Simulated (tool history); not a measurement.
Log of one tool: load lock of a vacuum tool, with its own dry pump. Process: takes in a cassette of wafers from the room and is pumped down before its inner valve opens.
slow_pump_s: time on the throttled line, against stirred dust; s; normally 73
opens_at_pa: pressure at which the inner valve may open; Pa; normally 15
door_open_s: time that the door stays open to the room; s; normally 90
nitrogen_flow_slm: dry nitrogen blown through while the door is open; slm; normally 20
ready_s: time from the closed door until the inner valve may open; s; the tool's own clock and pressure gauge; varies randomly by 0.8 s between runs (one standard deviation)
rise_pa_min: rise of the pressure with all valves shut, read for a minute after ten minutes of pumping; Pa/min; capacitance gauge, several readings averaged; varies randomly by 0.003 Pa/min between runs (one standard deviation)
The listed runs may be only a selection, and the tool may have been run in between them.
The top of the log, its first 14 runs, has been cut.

run      day  slow_pump_s  opens_at_pa  door_open_s  nitrogen_flow_slm  incoming humidity of the room's air, %  ready_s  rise_pa_min
 15    93.15           73           15           90                 20                                    46.8    128.7        0.305
 16   101.05           73           15           90                 20                                    41.5    129.7        0.317
 17  108.454           73           15           90                 20                                    47.6    127.9         0.32
 18    113.9           73           15           90                 20                                    43.2    129.7        0.332
 19  120.425           73           15           90                 10                                    43.6    129.9        0.337
 20  129.621           73           15          193                 10                                    44.5    130.4        0.393
 21    135.3           73           15          193                 10                                    43.6    131.4         0.39
 22  139.567          130           15           90                 20                                    46.4      173         0.34
 23  143.721          104           15           54                 20                                    45.5    153.1         0.33
 24  150.162           56           29           34                  5                                    48.8    110.3         0.34
 25  154.938           56           29           34                  5                                    45.3    112.4        0.344
 26  159.725           45           15          174                 20                                    45.3    108.7        0.382
 27  168.558           82           17          174                 13                                    41.7    135.7        0.398
 28  172.862           82           17          174                 13                                    43.7    135.9        0.404
 29   179.85           82           17          174                 13                                    45.8    136.8        0.416
 30  186.088           82           17          174                 13                                    41.7    137.5        0.415
 31  190.829          118           14           90                 41                                    42.1    164.8        0.354
 32  196.738           73           20           50                 20                                    45.8    128.6        0.374
 33  207.029           73           20          205                 10                                    43.6    127.8        0.454
 34  212.062           73           15           86                 20                                    45.5    132.4        0.395
 35  221.296           73           15           86                 20                                    44.2    132.4        0.393
 36  231.346           73           15           86                 20                                    46.7    132.2        0.408
 37  238.958           73           15           86                 20                                    44.8      131        0.403

Alternative continuations, all from the tool just after run 37; predict every row:
  A  249.029           79           15           34                  4                                    47.2        ?            ?
  B  249.029           73           14           46                 37                                    45.1        ?            ?
  C  249.029           73           15           97                  4                                    43.8        ?            ?

run  ready_s  rise_pa_min
  A    137.3        0.421
  B    132.1        0.404
  C    133.1        0.455
Without the tool's hidden state the same runs would have given:
run  ready_s  rise_pa_min
  A    128.5        0.047
  B    123.1        0.027
  C      124        0.085
